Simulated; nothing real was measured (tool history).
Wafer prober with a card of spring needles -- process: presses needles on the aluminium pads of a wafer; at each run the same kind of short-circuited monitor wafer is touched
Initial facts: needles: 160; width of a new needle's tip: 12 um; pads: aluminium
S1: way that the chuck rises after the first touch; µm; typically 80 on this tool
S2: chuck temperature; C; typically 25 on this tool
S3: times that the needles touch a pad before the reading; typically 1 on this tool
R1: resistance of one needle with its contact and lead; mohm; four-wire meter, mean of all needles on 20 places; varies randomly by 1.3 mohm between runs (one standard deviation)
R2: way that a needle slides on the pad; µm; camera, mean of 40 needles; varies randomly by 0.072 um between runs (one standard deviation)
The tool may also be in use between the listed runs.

run,day,S1,S2,S3,R1,R2
1,0,80,25,1,268,16.97
# day 0.238: tips cleaned on abrasive film
# day 0.25: height of the first contact set anew
# day 0.483: tips cleaned on abrasive film
# day 0.721: tips cleaned on abrasive film
# day 0.954: tips cleaned on abrasive film
# day 1.192: tips cleaned on abrasive film
# day 1.483: tips cleaned on abrasive film
# day 1.767: tips cleaned on abrasive film
2,1.767,80,25,1,269,16.52
# day 2.062: tips cleaned on abrasive film
# day 2.296: tips cleaned on abrasive film
# day 2.533: tips cleaned on abrasive film
3,2.662,80,25,1,275,16.65
# day 2.783: tips cleaned on abrasive film
# day 3.017: tips cleaned on abrasive film
# day 3.312: tips cleaned on abrasive film
# day 3.546: tips cleaned on abrasive film
# day 3.783: tips cleaned on abrasive film
# day 4.021: tips cleaned on abrasive film
# day 4.254: tips cleaned on abrasive film
4,4.462,80,25,1,276,16.61
# day 4.525: tips cleaned on abrasive film
# day 4.758: tips cleaned on abrasive film
# day 4.996: tips cleaned on abrasive film
# day 5.233: tips cleaned on abrasive film
# day 5.525: tips cleaned on abrasive film
# day 5.762: tips cleaned on abrasive film
5,5.862,80,25,3,273,16.49
# day 6.042: tips cleaned on abrasive film
# day 6.275: tips cleaned on abrasive film
# day 6.512: tips cleaned on abrasive film
# day 6.746: tips cleaned on abrasive film
# day 6.983: tips cleaned on abrasive film
# day 7.275: tips cleaned on abrasive film
6,7.438,80,25,3,273,16.43
# day 7.558: tips cleaned on abrasive film
# day 7.792: tips cleaned on abrasive film
# day 8.029: tips cleaned on abrasive film
# day 8.267: tips cleaned on abrasive film
# day 8.5: tips cleaned on abrasive film
# day 8.738: tips cleaned on abrasive film
7,8.942,64,85,2,296,12.61
# day 9.004: tips cleaned on abrasive film
# day 9.238: tips cleaned on abrasive film
# day 9.475: tips cleaned on abrasive film
# day 9.771: tips cleaned on abrasive film
# day 9.838: height of the first contact set anew, once more
# day 10.017: tips cleaned on abrasive film
# day 10.254: tips cleaned on abrasive film
# day 10.488: tips cleaned on abrasive film
8,10.567,98,45,2,270,21.89
# day 10.746: tips cleaned on abrasive film
# day 10.979: tips cleaned on abrasive film
# day 11.217: tips cleaned on abrasive film
# day 11.45: tips cleaned on abrasive film
9,11.512,98,45,2,272,21.91
# day 11.692: tips cleaned on abrasive film
# day 11.925: tips cleaned on abrasive film
# day 12.162: tips cleaned on abrasive film
# day 12.4: tips cleaned on abrasive film
# day 12.692: tips cleaned on abrasive film
10,12.721,62,25,1,274,13.83
# day 12.954: tips cleaned on abrasive film
# day 13.25: tips cleaned on abrasive film
# day 13.488: tips cleaned on abrasive film
# day 13.721: tips cleaned on abrasive film
# day 13.958: tips cleaned on abrasive film
# day 14.192: tips cleaned on abrasive film
11,14.367,62,25,1,281,13.6

Some steps in R1, run to run, broken into two amounts with sign: the step expected even without the hidden condition (settings, incoming material, random variation), and the rest, left for the hidden condition together with whatever gauge scatter is not in both the measured and the hidden-condition-free result:
What the log doesn't record here: debris on the tips, nm; way that the needles fall short of the set height, um; tips' diameter, um; drift of the gauge itself on contact_mohm, %; drift of the gauge itself on scrub_um, %.
Run 7 -> 8: S1 64 -> 98, S2 85 -> 45, tips cleaned on abrasive film, tips cleaned on abrasive film, tips cleaned on abrasive film, tips cleaned on abrasive film, height of the first contact set anew, once more, tips cleaned on abrasive film, tips cleaned on abrasive film, tips cleaned on abrasive film. R1 -26 mohm: hidden state -10, all else -16.
